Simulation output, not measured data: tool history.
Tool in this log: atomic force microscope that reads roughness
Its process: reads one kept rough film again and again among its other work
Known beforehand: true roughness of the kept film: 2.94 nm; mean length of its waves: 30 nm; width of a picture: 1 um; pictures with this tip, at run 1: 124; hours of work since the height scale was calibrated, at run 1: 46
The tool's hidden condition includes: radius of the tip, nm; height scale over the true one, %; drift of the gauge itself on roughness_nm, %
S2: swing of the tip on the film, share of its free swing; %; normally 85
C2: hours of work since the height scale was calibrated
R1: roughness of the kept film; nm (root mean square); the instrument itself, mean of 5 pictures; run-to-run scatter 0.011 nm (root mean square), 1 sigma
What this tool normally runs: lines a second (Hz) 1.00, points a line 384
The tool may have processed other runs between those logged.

Run 1, hour 0.0: usual settings; pictures with this tip 124; C2 46. Result: R1 2.208 nm (root mean square).
Run 2, hour 17.1: usual settings; pictures with this tip 144; C2 55. Result: R1 2.179 nm (root mean square).
Run 3, hour 27.8: usual settings but points a line 364; pictures with this tip 157; C2 61. Result: R1 2.160 nm (root mean square).
Run 4, hour 41.9: usual settings; pictures with this tip 174; C2 69. Result: R1 2.129 nm (root mean square).
Run 5, hour 53.1: usual settings; pictures with this tip 187; C2 76. Result: R1 2.108 nm (root mean square).
Run 6, hour 60.2: usual settings; pictures with this tip 196; C2 80. Result: R1 2.110 nm (root mean square).
Run 7, hour 76.5: usual settings; pictures with this tip 215; C2 89. Result: R1 2.071 nm (root mean square).
Run 8, hour 93.2: usual settings but points a line 445; pictures with this tip 235; C2 99. Result: R1 2.041 nm (root mean square).
Run 9, hour 105.6: usual settings but points a line 331; pictures with this tip 250; C2 106. Result: R1 1.986 nm (root mean square).
Run 10, hour 116.9: usual settings but points a line 331; pictures with this tip 263; C2 112. Result: R1 1.965 nm (root mean square).
Run 11, hour 132.0: usual settings but points a line 331; pictures with this tip 281; C2 121. Result: R1 1.963 nm (root mean square).
Run 12, hour 141.3: usual settings but points a line 1021; pictures with this tip 292; C2 126. Result: R1 1.967 nm (root mean square).
Run 13, hour 148.7: usual settings; pictures with this tip 301; C2 130. Result: R1 1.947 nm (root mean square).
At hour 154.7: new tip fitted.
Run 14, hour 161.4: usual settings but points a line 949; pictures with this tip 8; C2 137. Result: R1 2.451 nm (root mean square).
Run 15, hour 169.1: usual settings but points a line 949; pictures with this tip 17; C2 141. Result: R1 2.448 nm (root mean square).
Run 16, hour 186.7: usual settings but points a line 949; pictures with this tip 38; C2 151. Result: R1 2.381 nm (root mean square).
Run 17, hour 202.3: usual settings but points a line 949; pictures with this tip 57; C2 160. Result: R1 2.327 nm (root mean square).
Run 18, hour 215.0: usual settings but points a line 949; pictures with this tip 72; C2 167. Result: R1 2.319 nm (root mean square).
Run 19, hour 225.4: usual settings but lines a second (Hz) 0.80, points a line 949; pictures with this tip 84; C2 173. Result: R1 2.312 nm (root mean square).
Run 20, hour 234.8: usual settings; pictures with this tip 95; C2 179. Result: R1 2.294 nm (root mean square).
Run 21, hour 248.0: usual settings; pictures with this tip 111; C2 186. Result: R1 2.231 nm (root mean square).
Run 22, hour 260.2: usual settings but S2 74 %; pictures with this tip 126; C2 193. Result: R1 2.251 nm (root mean square).
Run 23, hour 267.5: usual settings but S2 74 %, points a line 303; pictures with this tip 134; C2 197. Result: R1 2.232 nm (root mean square).
Run 24, hour 282.4: usual settings but lines a second (Hz) 3.24, S2 57 %, points a line 739; pictures with this tip 152; C2 206. Result: R1 2.210 nm (root mean square).
Run 25, hour 293.6: usual settings but lines a second (Hz) 1.90, points a line 705; pictures with this tip 165; C2 212. Result: R1 2.049 nm (root mean square).
Run 26, hour 310.7: usual settings but lines a second (Hz) 2.20, S2 67 %; pictures with this tip 186; C2 222. Result: R1 2.113 nm (root mean square).
Run 27, hour 319.1: usual settings but lines a second (Hz) 2.20, S2 67 %; pictures with this tip 196; C2 226. Result: R1 2.111 nm (root mean square).
Run 28, hour 328.0: usual settings but lines a second (Hz) 2.20, S2 67 %; pictures with this tip 207; C2 232. Result: R1 2.095 nm (root mean square).
Run 29, hour 342.6: usual settings but lines a second (Hz) 2.20, S2 58 %; pictures with this tip 224; C2 240. Result: R1 2.102 nm (root mean square).
Run 30, hour 352.1: usual settings but lines a second (Hz) 2.20, S2 58 %; pictures with this tip 235; C2 245. Result: R1 2.082 nm (root mean square).
Run 31, hour 359.8: usual settings but lines a second (Hz) 3.37, points a line 289; pictures with this tip 244; C2 250. Result: R1 1.820 nm (root mean square).
Run 32, hour 375.4: usual settings but lines a second (Hz) 2.07, points a line 727; pictures with this tip 263; C2 258. Result: R1 1.916 nm (root mean square).
Run 33, hour 390.4: usual settings but lines a second (Hz) 3.58, points a line 732; pictures with this tip 281; C2 267. Result: R1 1.772 nm (root mean square).
Run 34, hour 398.6: usual settings but S2 66 %, points a line 265; pictures with this tip 291; C2 272. Result: R1 1.994 nm (root mean square).
Run 35, hour 410.4: usual settings but lines a second (Hz) 1.48, S2 81 %; pictures with this tip 305; C2 278. Result: R1 1.916 nm (root mean square).
At hour 413.4: new tip fitted.
Run 36, hour 422.0: usual settings but lines a second (Hz) 1.48, S2 81 %; pictures with this tip 10; C2 285. Result: R1 2.434 nm (root mean square).
Run 37, hour 430.2: usual settings but lines a second (Hz) 1.48, S2 81 %; pictures with this tip 20; C2 289. Result: R1 2.403 nm (root mean square).
Run 38, hour 442.6: usual settings but lines a second (Hz) 1.28, S2 68 %, points a line 677; pictures with this tip 35; C2 296. Result: R1 2.469 nm (root mean square).
Run 39, hour 459.3: usual settings but lines a second (Hz) 2.69, S2 56 %, points a line 391; pictures with this tip 55; C2 306. Result: R1 2.400 nm (root mean square).
Run 40, hour 472.6: usual settings but lines a second (Hz) 2.69, S2 56 %, points a line 391; pictures with this tip 70; C2 313. Result: R1 2.376 nm (root mean square).

Forecast run 41:
Run 41, hour 484.5: usual settings but lines a second (Hz) 2.69, S2 56 %, points a line 391; pictures with this tip 85; C2 320. Result: R1 ?.

{"run 41": {"R1": 2.339}}
Had the tool carried no hidden state, the very same run would have given R1 2.516 nm (root mean square).
